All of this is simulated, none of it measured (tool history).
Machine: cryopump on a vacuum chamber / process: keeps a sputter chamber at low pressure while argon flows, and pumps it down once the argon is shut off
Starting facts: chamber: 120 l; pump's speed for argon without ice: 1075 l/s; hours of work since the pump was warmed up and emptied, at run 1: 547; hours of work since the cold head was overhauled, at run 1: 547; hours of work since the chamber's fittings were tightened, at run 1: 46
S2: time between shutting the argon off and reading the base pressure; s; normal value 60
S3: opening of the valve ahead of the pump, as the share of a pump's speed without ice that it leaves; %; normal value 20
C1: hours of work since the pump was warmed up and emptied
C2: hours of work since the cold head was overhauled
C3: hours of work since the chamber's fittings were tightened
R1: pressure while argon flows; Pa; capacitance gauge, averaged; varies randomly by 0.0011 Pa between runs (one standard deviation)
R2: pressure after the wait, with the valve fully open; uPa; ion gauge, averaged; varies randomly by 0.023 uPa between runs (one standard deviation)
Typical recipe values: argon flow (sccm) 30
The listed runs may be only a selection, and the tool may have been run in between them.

{"run": 1, "day": 0.0, "argon flow (sccm)": 30, "S2": 60, "S3": 20, "C1": 547, "C2": 547, "C3": 46, "R1": 0.2446, "R2": 0.83}
{"run": 2, "day": 1.104, "argon flow (sccm)": 30, "S2": 60, "S3": 20, "C1": 566, "C2": 566, "C3": 65, "R1": 0.2455, "R2": 0.87}
{"run": 3, "day": 2.354, "argon flow (sccm)": 30, "S2": 60, "S3": 20, "C1": 587, "C2": 587, "C3": 86, "R1": 0.2461, "R2": 0.94}
{"run": 4, "day": 3.121, "argon flow (sccm)": 30, "S2": 60, "S3": 38, "C1": 600, "C2": 600, "C3": 99, "R1": 0.1338, "R2": 0.92}
{"run": 5, "day": 4.021, "argon flow (sccm)": 30, "S2": 60, "S3": 38, "C1": 615, "C2": 615, "C3": 114, "R1": 0.1343, "R2": 0.95}
{"run": 6, "day": 4.838, "argon flow (sccm)": 30, "S2": 60, "S3": 38, "C1": 628, "C2": 628, "C3": 127, "R1": 0.1339, "R2": 0.96}
{"run": 7, "day": 6.192, "argon flow (sccm)": 30, "S2": 27, "S3": 20, "C1": 651, "C2": 651, "C3": 150, "R1": 0.2454, "R2": 1.57}
{"run": 8, "day": 6.925, "argon flow (sccm)": 30, "S2": 27, "S3": 20, "C1": 663, "C2": 663, "C3": 162, "R1": 0.2461, "R2": 1.56}
{"run": 9, "day": 7.875, "argon flow (sccm)": 30, "S2": 27, "S3": 20, "C1": 679, "C2": 679, "C3": 178, "R1": 0.2465, "R2": 1.59}
{"run": 10, "day": 8.958, "argon flow (sccm)": 30, "S2": 27, "S3": 20, "C1": 697, "C2": 697, "C3": 197, "R1": 0.247, "R2": 1.62}
{"run": 11, "day": 9.804, "argon flow (sccm)": 30, "S2": 27, "S3": 20, "C1": 712, "C2": 712, "C3": 211, "R1": 0.2474, "R2": 1.69}
{"run": 12, "day": 11.042, "argon flow (sccm)": 30, "S2": 27, "S3": 20, "C1": 732, "C2": 732, "C3": 231, "R1": 0.2498, "R2": 1.59}
{"run": 13, "day": 12.35, "argon flow (sccm)": 30, "S2": 60, "S3": 26, "C1": 754, "C2": 754, "C3": 253, "R1": 0.1942, "R2": 1.16}
{"run": 14, "day": 13.029, "argon flow (sccm)": 30, "S2": 60, "S3": 26, "C1": 766, "C2": 766, "C3": 265, "R1": 0.1947, "R2": 1.16}
{"run": 15, "day": 13.883, "argon flow (sccm)": 30, "S2": 41, "S3": 20, "C1": 780, "C2": 780, "C3": 279, "R1": 0.2477, "R2": 1.39}
{"run": 16, "day": 15.046, "argon flow (sccm)": 17, "S2": 60, "S3": 20, "C1": 800, "C2": 800, "C3": 299, "R1": 0.1398, "R2": 1.23}
{"run": 17, "day": 15.858, "argon flow (sccm)": 17, "S2": 60, "S3": 20, "C1": 813, "C2": 813, "C3": 312, "R1": 0.1408, "R2": 1.23}
{"run": 18, "day": 16.883, "argon flow (sccm)": 30, "S2": 146, "S3": 23, "C1": 830, "C2": 830, "C3": 330, "R1": 0.2214, "R2": 0.96}
{"run": 19, "day": 18.225, "argon flow (sccm)": 30, "S2": 146, "S3": 23, "C1": 853, "C2": 853, "C3": 352, "R1": 0.2188, "R2": 1.01}
{"run": 20, "day": 19.408, "argon flow (sccm)": 27, "S2": 33, "S3": 29, "C1": 873, "C2": 873, "C3": 372, "R1": 0.1595, "R2": 1.71}
{"run": 21, "day": 20.546, "argon flow (sccm)": 30, "S2": 146, "S3": 54, "C1": 892, "C2": 892, "C3": 391, "R1": 0.1026, "R2": 1.1}
{"run": 22, "day": 21.308, "argon flow (sccm)": 30, "S2": 146, "S3": 54, "C1": 905, "C2": 905, "C3": 404, "R1": 0.1029, "R2": 1.09}
{"run": 23, "day": 22.025, "argon flow (sccm)": 30, "S2": 146, "S3": 54, "C1": 917, "C2": 917, "C3": 416, "R1": 0.1031, "R2": 1.14}
{"run": 24, "day": 23.183, "argon flow (sccm)": 44, "S2": 213, "S3": 20, "C1": 936, "C2": 936, "C3": 435, "R1": 0.3704, "R2": 1.09}
{"run": 25, "day": 24.358, "argon flow (sccm)": 12, "S2": 154, "S3": 40, "C1": 956, "C2": 956, "C3": 455, "R1": 0.0536, "R2": 1.15}
{"run": 26, "day": 25.171, "argon flow (sccm)": 17, "S2": 154, "S3": 40, "C1": 969, "C2": 969, "C3": 469, "R1": 0.0771, "R2": 1.15}
{"run": 27, "day": 25.888, "argon flow (sccm)": 17, "S2": 154, "S3": 40, "C1": 982, "C2": 982, "C3": 481, "R1": 0.0766, "R2": 1.24}
{"day": 26.383, "done": "pump warmed up, emptied and cooled again"}
{"run": 28, "day": 26.854, "argon flow (sccm)": 40, "S2": 47, "S3": 39, "C1": 8, "C2": 994, "C3": 493, "R1": 0.1634, "R2": 1.38}
{"run": 29, "day": 28.233, "argon flow (sccm)": 40, "S2": 27, "S3": 40, "C1": 31, "C2": 1017, "C3": 516, "R1": 0.1594, "R2": 1.9}
{"run": 30, "day": 28.967, "argon flow (sccm)": 23, "S2": 60, "S3": 55, "C1": 43, "C2": 1030, "C3": 529, "R1": 0.0675, "R2": 1.33}
{"run": 31, "day": 29.979, "argon flow (sccm)": 35, "S2": 60, "S3": 51, "C1": 60, "C2": 1047, "C3": 546, "R1": 0.1101, "R2": 1.35}
{"run": 32, "day": 30.854, "argon flow (sccm)": 25, "S2": 71, "S3": 20, "C1": 75, "C2": 1061, "C3": 560, "R1": 0.1979, "R2": 1.22}
{"run": 33, "day": 31.6, "argon flow (sccm)": 12, "S2": 120, "S3": 51, "C1": 88, "C2": 1074, "C3": 573, "R1": 0.0375, "R2": 1.12}
{"run": 34, "day": 32.621, "argon flow (sccm)": 30, "S2": 76, "S3": 20, "C1": 105, "C2": 1091, "C3": 590, "R1": 0.2379, "R2": 1.34}

What differs in the tool's unlogged condition from the final listed run ahead of each entry between runs to the first listed run following it?
In the gap between runs 27 and 28: pump warmed up, emptied and cooled again (day 26.383)
  pump's speed, % of a pump's without ice: 74.8 -> 99.7; cold plate's temperature, K: 12.99 -> 13; leak into the chamber, uPa l/s: 820 -> 833
  difference, measured minus the result without the unlogged condition, R1: +0.0098 -> +0.0015 Pa; R2: +0.77 -> +0.51 uPa
